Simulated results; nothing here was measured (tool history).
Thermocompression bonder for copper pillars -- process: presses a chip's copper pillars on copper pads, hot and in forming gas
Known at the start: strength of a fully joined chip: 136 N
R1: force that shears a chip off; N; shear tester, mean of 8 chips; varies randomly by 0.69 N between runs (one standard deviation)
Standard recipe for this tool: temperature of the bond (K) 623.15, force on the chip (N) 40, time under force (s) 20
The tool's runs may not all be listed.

{"run": 1, "hour": 0.0, "temperature of the bond (K)": 623.15, "force on the chip (N)": 40, "time under force (s)": 20, "R1": 42.6}
{"run": 2, "hour": 27.3, "temperature of the bond (K)": 623.15, "force on the chip (N)": 40, "time under force (s)": 20, "R1": 42.1}
{"run": 3, "hour": 56.2, "temperature of the bond (K)": 623.15, "force on the chip (N)": 40, "time under force (s)": 20, "R1": 42.2}
{"run": 4, "hour": 74.3, "temperature of the bond (K)": 623.15, "force on the chip (N)": 40, "time under force (s)": 10, "R1": 31.7}
{"run": 5, "hour": 110.9, "temperature of the bond (K)": 623.15, "force on the chip (N)": 40, "time under force (s)": 10, "R1": 30.6}
{"run": 6, "hour": 150.6, "temperature of the bond (K)": 650.15, "force on the chip (N)": 40, "time under force (s)": 10, "R1": 40.5}
{"run": 7, "hour": 189.9, "temperature of the bond (K)": 650.15, "force on the chip (N)": 39, "time under force (s)": 10, "R1": 41.4}
{"run": 8, "hour": 212.9, "temperature of the bond (K)": 623.15, "force on the chip (N)": 40, "time under force (s)": 20, "R1": 42.9}
{"run": 9, "hour": 237.6, "temperature of the bond (K)": 623.15, "force on the chip (N)": 40, "time under force (s)": 20, "R1": 43.5}
{"run": 10, "hour": 263.2, "temperature of the bond (K)": 623.15, "force on the chip (N)": 40, "time under force (s)": 20, "R1": 43.0}
{"run": 11, "hour": 288.6, "temperature of the bond (K)": 623.15, "force on the chip (N)": 40, "time under force (s)": 11, "R1": 33.6}
{"run": 12, "hour": 319.3, "temperature of the bond (K)": 623.15, "force on the chip (N)": 40, "time under force (s)": 11, "R1": 35.0}
{"run": 13, "hour": 351.7, "temperature of the bond (K)": 623.15, "force on the chip (N)": 29, "time under force (s)": 11, "R1": 22.0}
{"run": 14, "hour": 380.9, "temperature of the bond (K)": 623.15, "force on the chip (N)": 29, "time under force (s)": 11, "R1": 22.1}
{"run": 15, "hour": 403.4, "temperature of the bond (K)": 631.15, "force on the chip (N)": 36, "time under force (s)": 49, "R1": 61.2}
{"run": 16, "hour": 422.0, "temperature of the bond (K)": 628.15, "force on the chip (N)": 36, "time under force (s)": 17, "R1": 36.9}
{"run": 17, "hour": 440.8, "temperature of the bond (K)": 623.15, "force on the chip (N)": 57, "time under force (s)": 29, "R1": 74.6}
{"run": 18, "hour": 479.0, "temperature of the bond (K)": 623.15, "force on the chip (N)": 57, "time under force (s)": 29, "R1": 73.6}
{"run": 19, "hour": 513.6, "temperature of the bond (K)": 628.15, "force on the chip (N)": 34, "time under force (s)": 20, "R1": 38.2}
{"run": 20, "hour": 548.1, "temperature of the bond (K)": 605.15, "force on the chip (N)": 43, "time under force (s)": 27, "R1": 44.2}
{"run": 21, "hour": 586.2, "temperature of the bond (K)": 605.15, "force on the chip (N)": 29, "time under force (s)": 10, "R1": 16.2}
{"run": 22, "hour": 618.9, "temperature of the bond (K)": 648.15, "force on the chip (N)": 26, "time under force (s)": 19, "R1": 31.3}
{"run": 23, "hour": 661.7, "temperature of the bond (K)": 648.15, "force on the chip (N)": 26, "time under force (s)": 19, "R1": 31.1}
{"run": 24, "hour": 690.9, "temperature of the bond (K)": 644.15, "force on the chip (N)": 40, "time under force (s)": 26, "R1": 55.8}
{"run": 25, "hour": 712.3, "temperature of the bond (K)": 644.15, "force on the chip (N)": 40, "time under force (s)": 26, "R1": 54.8}
{"run": 26, "hour": 740.1, "temperature of the bond (K)": 611.15, "force on the chip (N)": 40, "time under force (s)": 20, "R1": 36.0}

Between the runs listed above, the log contained 2 entries, not reproduced here. Where in the sequence does each belong, and how does what the log doesn't record of the tool's condition differ from the listed run before to the listed run after?
Logged between run 6 and run 7: forming gas filter changed (hour 180.0)
  true temperature of the bond over the reading, C: -3.4 -> -3.6; force that reaches the chip, % of what is set: 97.1 -> 97; oxide that the forming gas leaves, % of the face: 7.21 -> 0.65
  the result without the hidden state subtracted from the measured one, R1: -6.0 -> -3.1 N
Logged between run 11 and run 12: heater calibrated with a thermocouple chip (hour 301.4)
  true temperature of the bond over the reading, C: -3.9 -> 0.6; force that reaches the chip, % of what is set: 96.8 -> 96.7; oxide that the forming gas leaves, % of the face: 1.92 -> 2.3
  the result without the hidden state subtracted from the measured one, R1: -3.5 -> -1.9 N
